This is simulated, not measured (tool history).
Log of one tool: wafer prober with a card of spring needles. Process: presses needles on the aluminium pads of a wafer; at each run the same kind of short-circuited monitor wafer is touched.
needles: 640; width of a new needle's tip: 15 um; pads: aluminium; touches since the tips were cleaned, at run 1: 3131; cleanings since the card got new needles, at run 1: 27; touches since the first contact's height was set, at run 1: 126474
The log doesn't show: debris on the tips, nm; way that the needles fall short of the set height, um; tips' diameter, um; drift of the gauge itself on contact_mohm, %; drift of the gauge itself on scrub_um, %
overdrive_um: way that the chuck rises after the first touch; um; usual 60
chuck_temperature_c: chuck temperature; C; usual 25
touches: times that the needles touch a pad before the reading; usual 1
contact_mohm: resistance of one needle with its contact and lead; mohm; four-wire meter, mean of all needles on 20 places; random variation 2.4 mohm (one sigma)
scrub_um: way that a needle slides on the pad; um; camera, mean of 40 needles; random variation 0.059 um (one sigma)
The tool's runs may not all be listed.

run	hour	overdrive_um	chuck_temperature_c	touches	touches since the tips were cleaned	cleanings since the card got new needles	touches since the first contact's height was set	contact_mohm	scrub_um
1	0	60	25	1	3131	27	126474	274	16.42
2	31.9	60	26	1	7896	27	131239	279	16.32
# hour 39: tips cleaned on abrasive film
3	62.4	60	26	1	3495	28	135796	275	16.34
# hour 87.8: height of the first contact set anew
# hour 98.1: tips cleaned on abrasive film
4	105.4	60	26	1	1101	29	2622	277	16.37
5	125.4	60	25	1	4085	29	5606	273	16.37
# hour 157.3: tips cleaned on abrasive film
6	171.1	60	25	1	2061	30	12427	275	16.36
7	201.7	60	25	1	6647	30	17013	274	16.44
# hour 215.6: tips cleaned on abrasive film
8	220.3	60	25	1	708	31	19782	280	16.41
9	246.3	60	36	1	4588	31	23662	276	16.35
# hour 274.8: tips cleaned on abrasive film
10	282.6	41	36	1	1170	32	29083	281	11.2

The next listed run, before its measurement:
11	310.3	41	36	1	5316	32	33229	?	?

contact_mohm: 286 mohm
scrub_um: 11.19 um
Without the tool's hidden state the same run would have given contact_mohm 286 mohm, scrub_um 11.19 um.

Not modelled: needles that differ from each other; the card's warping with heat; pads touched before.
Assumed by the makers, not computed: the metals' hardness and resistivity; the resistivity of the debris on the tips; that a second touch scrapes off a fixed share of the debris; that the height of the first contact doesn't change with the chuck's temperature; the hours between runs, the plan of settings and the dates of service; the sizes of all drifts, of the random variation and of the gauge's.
